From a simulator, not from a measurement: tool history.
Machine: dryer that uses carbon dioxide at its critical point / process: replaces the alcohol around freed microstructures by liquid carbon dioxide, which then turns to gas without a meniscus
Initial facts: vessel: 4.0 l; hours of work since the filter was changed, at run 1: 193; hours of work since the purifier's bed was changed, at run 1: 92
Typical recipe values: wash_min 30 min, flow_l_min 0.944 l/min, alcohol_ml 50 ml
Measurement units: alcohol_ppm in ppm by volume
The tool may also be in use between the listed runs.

| run | hour | wash_min | flow_l_min | alcohol_ml | hours of work since the filter was changed | hours of work since the purifier's bed was changed | alcohol_ppm |
|---|---|---|---|---|---|---|---|
| 1 | 0 | 30 | 0.944 | 50 | 193 | 92 | 65 |
| 2 | 29.5 | 30 | 0.944 | 50 | 205 | 105 | 66 |
| 3 | 53.7 | 19 | 0.944 | 50 | 216 | 115 | 404 |
| 4 | 66.2 | 19 | 0.944 | 50 | 221 | 120 | 405 |
| 5 | 82.5 | 19 | 0.944 | 50 | 228 | 127 | 417 |
| 6 | 95.8 | 19 | 0.944 | 21 | 233 | 132 | 187 |
| 7 | 109.3 | 30 | 1.509 | 50 | 239 | 138 | 30 |
| 8 | 137.3 | 25 | 0.944 | 50 | 251 | 150 | 157 |
| 9 | 155.1 | 30 | 0.944 | 50 | 258 | 158 | 77 |
| 10 | 171.4 | 20 | 0.944 | 110 | 265 | 164 | 794 |
| 11 | 201 | 44 | 0.607 | 50 | 278 | 177 | 108 |
| 12 | 227.9 | 44 | 0.607 | 50 | 289 | 188 | 110 |

Run 13 comes next. What will it give?
| 13 | 248.7 | 43 | 1.072 | 50 | 298 | 197 | ? |

alcohol_ppm: 27 ppm by volume
Without the tool's hidden state the same run would have given alcohol_ppm 10 ppm by volume.
